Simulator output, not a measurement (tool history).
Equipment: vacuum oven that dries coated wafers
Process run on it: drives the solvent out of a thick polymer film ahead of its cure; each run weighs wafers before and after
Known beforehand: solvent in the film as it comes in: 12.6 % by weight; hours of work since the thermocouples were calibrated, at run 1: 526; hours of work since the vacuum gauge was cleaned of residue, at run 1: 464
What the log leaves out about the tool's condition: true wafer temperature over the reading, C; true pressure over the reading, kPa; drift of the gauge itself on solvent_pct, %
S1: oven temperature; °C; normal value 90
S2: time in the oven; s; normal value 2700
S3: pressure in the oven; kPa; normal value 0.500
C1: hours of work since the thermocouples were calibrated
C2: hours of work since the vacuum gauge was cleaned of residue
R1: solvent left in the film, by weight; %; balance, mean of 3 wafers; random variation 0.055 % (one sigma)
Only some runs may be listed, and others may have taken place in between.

run	hour	S1	S2	S3	C1	C2	R1
1	0.0	90	2700	0.500	526	464	2.37
2	24.7	90	2700	0.500	538	476	2.23
3	37.8	90	2700	0.500	544	482	2.36
4	60.2	90	2700	0.500	555	493	2.32
5	72.3	90	2700	0.500	561	499	2.38
6	89.5	90	2700	0.500	569	507	2.24
7	101.5	90	2700	0.500	575	513	2.26
8	123.8	90	2700	0.500	586	523	2.20
9	136.5	90	2700	0.500	592	530	2.32
10	154.8	90	2340	0.500	601	538	2.71
11	176.4	90	4020	0.500	611	549	1.39
12	187.2	90	4020	0.500	616	554	1.41
13	199.2	90	2700	0.500	622	560	2.32
14	214.5	95	2700	0.500	629	567	1.40
# hour 218.7: oven's thermocouples calibrated
15	242.8	95	2700	0.500	12	580	1.29
16	263.2	90	2700	0.500	21	590	2.33
17	277.7	90	2700	0.500	28	597	2.23
18	288.7	90	2700	0.500	34	602	2.23
19	308.9	90	2700	0.500	43	611	2.23
20	333.0	90	2700	0.500	55	623	2.23
21	355.2	90	2700	0.413	66	634	2.12
# hour 376.7: oven's thermocouples calibrated, once more
22	381.0	90	1680	0.500	2	645	4.03
23	404.8	90	2700	1.239	14	657	3.13
24	430.6	90	2700	1.239	26	669	3.22
25	453.9	90	2700	1.239	37	680	3.16
26	479.3	77	2700	0.620	49	692	5.62
27	505.2	77	2700	0.620	62	705	5.90
28	519.7	77	2700	0.620	69	712	5.76
29	541.7	78	1920	0.337	79	723	6.37
30	557.7	78	3480	0.402	87	730	4.57
31	572.5	86	1620	1.636	94	737	6.07
32	593.1	93	1380	0.535	104	747	4.12
33	612.8	95	2160	0.963	114	757	2.55
34	635.9	95	2160	0.963	125	768	2.52
35	651.8	95	2160	0.963	132	775	2.42
36	674.9	89	1980	0.491	143	787	3.86
37	695.3	89	1980	0.491	153	796	3.77
38	720.3	89	1980	0.491	165	808	3.77
39	731.6	78	4440	0.947	171	814	4.43
40	751.1	99	2700	1.057	180	823	1.40
41	769.4	99	2400	0.353	189	832	1.20
42	788.7	90	2340	1.497	198	841	3.80
43	808.1	87	2340	1.497	207	851	4.54
44	833.2	99	3420	1.305	220	863	1.38
45	850.2	99	3420	1.305	228	871	1.31
46	865.1	91	2940	1.137	235	878	2.61
47	881.7	90	1440	0.789	243	886	4.87

Consider 4 possible next runs. They are alternatives, not a sequence: every one starts from the tool as it was left by run 47. What does each give?
A	907.6	83	2700	0.500	255	899	?
B	907.6	93	1380	0.789	255	899	?
C	907.6	82	2640	0.501	255	899	?
D	907.6	95	1560	0.775	255	899	?

run	R1
A	4.09
B	4.31
C	4.45
D	3.42
Had the tool no hidden state, the same runs would have come out as:
run	R1
A	3.79
B	4.08
C	4.14
D	3.19

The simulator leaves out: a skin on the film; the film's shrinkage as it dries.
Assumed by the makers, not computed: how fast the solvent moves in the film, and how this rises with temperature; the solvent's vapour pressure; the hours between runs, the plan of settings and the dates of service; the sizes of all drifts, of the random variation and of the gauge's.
